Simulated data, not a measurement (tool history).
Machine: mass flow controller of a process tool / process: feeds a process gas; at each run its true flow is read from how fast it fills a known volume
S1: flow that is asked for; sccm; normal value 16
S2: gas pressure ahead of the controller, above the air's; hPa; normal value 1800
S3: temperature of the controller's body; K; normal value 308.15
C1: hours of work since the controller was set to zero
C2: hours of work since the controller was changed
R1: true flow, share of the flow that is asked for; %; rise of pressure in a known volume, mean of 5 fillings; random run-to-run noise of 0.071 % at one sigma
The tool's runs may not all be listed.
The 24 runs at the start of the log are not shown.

Run 25, hour 8577.4: usual settings but S1 5 sccm, S2 1990 hPa, S3 301.15 K; C1 2018; C2 8884. Result: R1 93.09 %.
Run 26, hour 9009.8: usual settings but S1 5 sccm, S2 1990 hPa, S3 301.15 K; C1 2334; C2 9199. Result: R1 92.69 %.
Run 27, hour 9222.1: usual settings but S1 5 sccm, S2 1630 hPa, S3 293.15 K; C1 2489; C2 9354. Result: R1 91.75 %.
Run 28, hour 9612.4: usual settings but S3 294.15 K; C1 2774; C2 9639. Result: R1 94.5 %.
Run 29, hour 9971.1: usual settings but S3 294.15 K; C1 3036; C2 9901. Result: R1 94.23 %.
Run 30, hour 10480.5: usual settings but S3 294.15 K; C1 3408; C2 10273. Result: R1 93.98 %.
Run 31, hour 10801.4: usual settings but S1 4 sccm, S2 1620 hPa; C1 3642; C2 10507. Result: R1 89.88 %.
Run 32, hour 11150.6: usual settings but S1 13 sccm, S2 1620 hPa, S3 303.15 K; C1 3897; C2 10762. Result: R1 93.64 %.
Run 33, hour 11535.2: usual settings but S1 13 sccm, S2 1620 hPa, S3 303.15 K; C1 4178; C2 11043. Result: R1 93.29 %.
At hour 11705.2: controller exchanged for a calibrated one.
Run 34, hour 11994.6: usual settings but S1 13 sccm, S2 1620 hPa, S3 303.15 K; C1 211; C2 211. Result: R1 99.63 %.
Run 35, hour 12310.7: usual settings but S3 312.15 K; C1 442; C2 442. Result: R1 100.29 %.
Run 36, hour 12568.4: usual settings but S3 312.15 K; C1 630; C2 630. Result: R1 100.16 %.
Run 37, hour 12984.5: usual settings but S3 312.15 K; C1 934; C2 934. Result: R1 99.93 %.

4 ways to go on from here, each from the tool as it stands after run 37. What would each give?
Run A, hour 13464.6: usual settings but S1 4 sccm, S2 1530 hPa, S3 299.15 K; C1 1285; C2 1285. Result: R1 ?.
Run B, hour 13464.6: usual settings but S1 2 sccm, S2 2650 hPa; C1 1285; C2 1285. Result: R1 ?.
Run C, hour 13464.6: usual settings but S2 1970 hPa; C1 1285; C2 1285. Result: R1 ?.
Run D, hour 13464.6: usual settings but S1 2 sccm, S2 1530 hPa, S3 303.15 K; C1 1285; C2 1285. Result: R1 ?.

run     R1
  A  96.34
  B  95.14
  C  99.54
  D  94.51
What these runs would have given with no unlogged condition in the tool:
run      R1
  A   98.72
  B   99.51
  C  100.44
  D   98.88

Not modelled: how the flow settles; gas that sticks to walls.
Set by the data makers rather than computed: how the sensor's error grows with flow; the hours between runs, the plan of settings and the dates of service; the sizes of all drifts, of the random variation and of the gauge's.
